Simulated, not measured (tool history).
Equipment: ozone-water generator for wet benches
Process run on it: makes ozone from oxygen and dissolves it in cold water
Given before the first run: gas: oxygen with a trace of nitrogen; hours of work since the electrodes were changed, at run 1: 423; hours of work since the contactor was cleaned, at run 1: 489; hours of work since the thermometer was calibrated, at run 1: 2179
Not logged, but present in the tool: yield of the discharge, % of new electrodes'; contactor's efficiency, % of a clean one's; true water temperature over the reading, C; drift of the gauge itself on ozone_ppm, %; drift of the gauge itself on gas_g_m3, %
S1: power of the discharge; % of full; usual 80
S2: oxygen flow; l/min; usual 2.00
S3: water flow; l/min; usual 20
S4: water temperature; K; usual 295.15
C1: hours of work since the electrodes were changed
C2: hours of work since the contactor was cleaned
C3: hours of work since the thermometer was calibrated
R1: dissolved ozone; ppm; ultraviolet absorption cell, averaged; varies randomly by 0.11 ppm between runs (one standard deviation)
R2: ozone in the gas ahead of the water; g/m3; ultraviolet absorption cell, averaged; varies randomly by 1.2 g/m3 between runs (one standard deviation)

run 1 day=0.000 | S1=80 S2=2.00 S3=20 S4=295.15 | C1=423 C2=489 C3=2179 | R1=9.0 R2=218.8
run 2 day=0.746 | S1=80 S2=2.00 S3=20 S4=295.15 | C1=436 C2=503 C3=2193 | R1=9.3 R2=217.4
run 3 day=1.771 | S1=80 S2=2.00 S3=20 S4=295.15 | C1=455 C2=521 C3=2211 | R1=9.1 R2=216.4
run 4 day=2.746 | S1=80 S2=2.00 S3=20 S4=295.15 | C1=473 C2=539 C3=2229 | R1=8.9 R2=217.2
run 5 day=3.621 | S1=80 S2=2.00 S3=20 S4=289.15 | C1=489 C2=556 C3=2245 | R1=9.5 R2=217.2
run 6 day=4.471 | S1=85 S2=2.00 S3=20 S4=295.15 | C1=505 C2=571 C3=2261 | R1=9.5 R2=229.7
run 7 day=5.750 | S1=80 S2=1.72 S3=20 S4=300.15 | C1=529 C2=595 C3=2285 | R1=8.5 R2=239.9
run 8 day=6.975 | S1=41 S2=3.13 S3=30 S4=297.15 | C1=551 C2=617 C3=2307 | R1=3.5 R2=92.2
run 9 day=7.879 | S1=48 S2=1.38 S3=30 S4=297.15 | C1=568 C2=634 C3=2324 | R1=3.6 R2=183.3
run 10 day=8.912 | S1=48 S2=3.07 S3=12 S4=297.15 | C1=587 C2=653 C3=2343 | R1=8.8 R2=107.3
run 11 day=10.167 | S1=67 S2=3.07 S3=12 S4=295.15 | C1=610 C2=676 C3=2366 | R1=11.8 R2=139.8

How would selected steps in R1 from run to run divide? Give the signed amount a tool lacking its hidden state would still show from settings, what came in and random variation, and the signed amount left for the hidden state, including any gauge scatter that is not in both of the compared results.
Run 7 -> 8: S1 80 -> 41, S2 1.72 -> 3.13, S3 20 -> 30, S4 300.15 -> 297.15. R1 -5.0 ppm: hidden state +0.2, all else -5.2.
Run 9 -> 10: S2 1.38 -> 3.07, S3 30 -> 12. R1 +5.2 ppm: hidden state -0.2, all else +5.4.
